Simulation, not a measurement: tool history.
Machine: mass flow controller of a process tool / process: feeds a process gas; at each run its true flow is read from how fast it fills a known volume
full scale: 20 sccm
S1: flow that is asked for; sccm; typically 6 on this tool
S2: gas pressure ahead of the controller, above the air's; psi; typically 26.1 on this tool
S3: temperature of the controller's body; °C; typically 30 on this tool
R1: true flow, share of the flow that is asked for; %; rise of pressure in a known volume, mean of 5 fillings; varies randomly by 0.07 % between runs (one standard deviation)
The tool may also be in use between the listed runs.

run,day,S1,S2,S3,R1
1,0.000,6,26.1,30,99.16
2,7.092,6,26.1,30,99.04
3,16.350,6,26.1,30,98.97
4,21.404,6,26.1,30,99.01
5,26.350,6,26.1,30,98.96
6,32.008,5,26.1,30,98.81
7,41.283,5,26.1,30,98.50
8,48.283,5,26.1,30,98.56
9,55.050,6,26.1,30,98.53
10,59.667,6,26.1,30,98.57
11,64.396,6,30.0,30,98.17
12,73.271,6,31.2,30,98.02
13,80.183,6,31.2,30,97.96
14,89.000,6,31.2,30,97.80
15,97.958,6,31.2,30,97.96
16,102.404,7,23.8,35,97.57
17,106.825,7,23.8,35,97.55
18,111.833,9,26.1,30,97.99
19,120.596,10,26.1,30,97.84
20,125.867,10,26.1,29,97.86
21,133.521,9,38.1,34,96.80
22,137.538,6,31.5,30,97.42
23,145.229,3,38.3,25,97.27
24,152.275,3,38.3,25,97.30
25,159.800,2,26.1,31,97.11

Here are 3 independent what-if runs from the current tool condition. What would each one return?
A,166.008,6,36.5,30,?
B,166.008,6,26.1,28,?
C,166.008,2,33.5,20,?

run,R1
A,96.78
B,97.40
C,97.72
Without the tool's unlogged condition, the same runs would have read:
run,R1
A,98.71
B,99.35
C,99.65
